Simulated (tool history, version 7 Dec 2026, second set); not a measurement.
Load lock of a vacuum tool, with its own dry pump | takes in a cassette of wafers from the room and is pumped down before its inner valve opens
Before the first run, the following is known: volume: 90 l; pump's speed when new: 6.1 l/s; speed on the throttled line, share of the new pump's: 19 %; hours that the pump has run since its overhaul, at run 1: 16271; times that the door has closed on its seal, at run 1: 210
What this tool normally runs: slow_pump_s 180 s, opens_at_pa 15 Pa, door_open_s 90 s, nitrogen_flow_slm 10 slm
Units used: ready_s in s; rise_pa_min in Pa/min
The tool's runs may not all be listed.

run   hour  slow_pump_s  opens_at_pa  door_open_s  nitrogen_flow_slm  hours that the pump has run since its overhaul  times that the door has closed on its seal  incoming humidity of the room's air, %  ready_s  rise_pa_min
  1    0.0          180           15           90                 10                                           16271                                         210                                    42.7    283.6        0.042
  2   53.9           93           15           90                 10                                           16325                                         297                                    45.4    215.2        0.047
  3  133.5           93           15           90                 10                                           16405                                         425                                    42.5    214.8        0.048
  4  207.2          180           15           61                 10                                           16478                                         544                                    49.7    281.8        0.050
  5  256.8          180           15           90                 12                                           16528                                         624                                    45.4    285.4        0.051
  6  297.9          180           15           90                 12                                           16569                                         690                                    43.6    286.1        0.047
  7  390.2          180           15           90                 11                                           16661                                         838                                    45.2    284.6        0.050
  8  481.1          180           15          123                 13                                           16752                                         985                                    45.3    283.7        0.058
  9  535.8          121           15           90                 28                                           16807                                        1073                                    45.3    239.3        0.034
 10  595.8          277           11           29                 12                                           16867                                        1170                                    45.6    368.6        0.033
 11  661.8          103           15           41                 10                                           16933                                        1276                                    44.4    224.0        0.037
 12  752.5          180           15           90                 29                                           17024                                        1422                                    47.6    284.9        0.040

5 options for the next run, each taken on its own from the tool as it stands now. Forecast them:
  A  792.6          247           15           72                 10                                           17064                                        1486                                    41.5        ?            ?
  B  792.6          180           15           90                 10                                           17064                                        1486                                    42.7        ?            ?
  C  792.6          180           18           90                 16                                           17064                                        1486                                    46.0        ?            ?
  D  792.6          222           15           90                 10                                           17064                                        1486                                    42.6        ?            ?
  E  792.6          180           15          119                 37                                           17064                                        1486                                    48.0        ?            ?

run  ready_s  rise_pa_min
  A    337.6        0.046
  B    284.3        0.054
  C    283.2        0.048
  D    317.3        0.048
  E    287.6        0.042
Stripped of hidden state, with their random variation kept, the same runs would have yielded:
run  ready_s  rise_pa_min
  A    330.6        0.041
  B    276.2        0.049
  C    275.3        0.043
  D    309.9        0.043
  E    279.4        0.037

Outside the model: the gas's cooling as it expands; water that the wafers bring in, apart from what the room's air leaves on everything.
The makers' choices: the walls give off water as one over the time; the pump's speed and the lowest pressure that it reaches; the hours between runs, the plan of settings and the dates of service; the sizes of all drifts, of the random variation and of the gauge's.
